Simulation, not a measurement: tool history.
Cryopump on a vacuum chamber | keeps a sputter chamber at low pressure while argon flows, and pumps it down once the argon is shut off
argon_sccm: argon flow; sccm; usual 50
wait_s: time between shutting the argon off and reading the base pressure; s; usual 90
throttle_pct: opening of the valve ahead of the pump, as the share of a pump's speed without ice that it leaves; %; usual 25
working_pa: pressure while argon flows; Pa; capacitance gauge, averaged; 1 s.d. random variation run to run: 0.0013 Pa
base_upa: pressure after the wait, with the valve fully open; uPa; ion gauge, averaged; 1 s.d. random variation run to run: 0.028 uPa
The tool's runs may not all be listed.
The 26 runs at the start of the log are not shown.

| run | day | argon_sccm | wait_s | throttle_pct | working_pa | base_upa |
|---|---|---|---|---|---|---|
| 27 | 58.817 | 96 | 62 | 30 | 0.5268 | 2.62 |
| 28 | 61.554 | 37 | 27 | 54 | 0.1188 | 4.34 |
| 29 | 63.350 | 23 | 76 | 36 | 0.1081 | 2.44 |
| 30 | 65.700 | 23 | 76 | 36 | 0.1094 | 2.49 |
| 31 | 69.433 | 50 | 65 | 17 | 0.4786 | 2.82 |
| 32 | 72.908 | 50 | 65 | 17 | 0.4801 | 2.86 |
|  | 74.562 | pump warmed up, emptied and cooled again |
| 33 | 75.854 | 50 | 55 | 25 | 0.3099 | 2.63 |
| 34 | 78.579 | 24 | 90 | 35 | 0.1074 | 2.20 |
| 35 | 82.279 | 26 | 25 | 28 | 0.1461 | 4.67 |

Forecast each of these 3 alternatives for the next run:
| A | 84.112 | 26 | 61 | 28 | ? | ? |
| B | 84.112 | 67 | 55 | 44 | ? | ? |
| C | 84.112 | 26 | 74 | 56 | ? | ? |

| run | working_pa | base_upa |
|---|---|---|
| A | 0.1468 | 2.72 |
| B | 0.2437 | 2.85 |
| C | 0.0757 | 2.45 |
Had the tool no hidden state, the same runs would have come out as:
| run | working_pa | base_upa |
|---|---|---|
| A | 0.1427 | 1.77 |
| B | 0.2332 | 1.91 |
| C | 0.0716 | 1.51 |
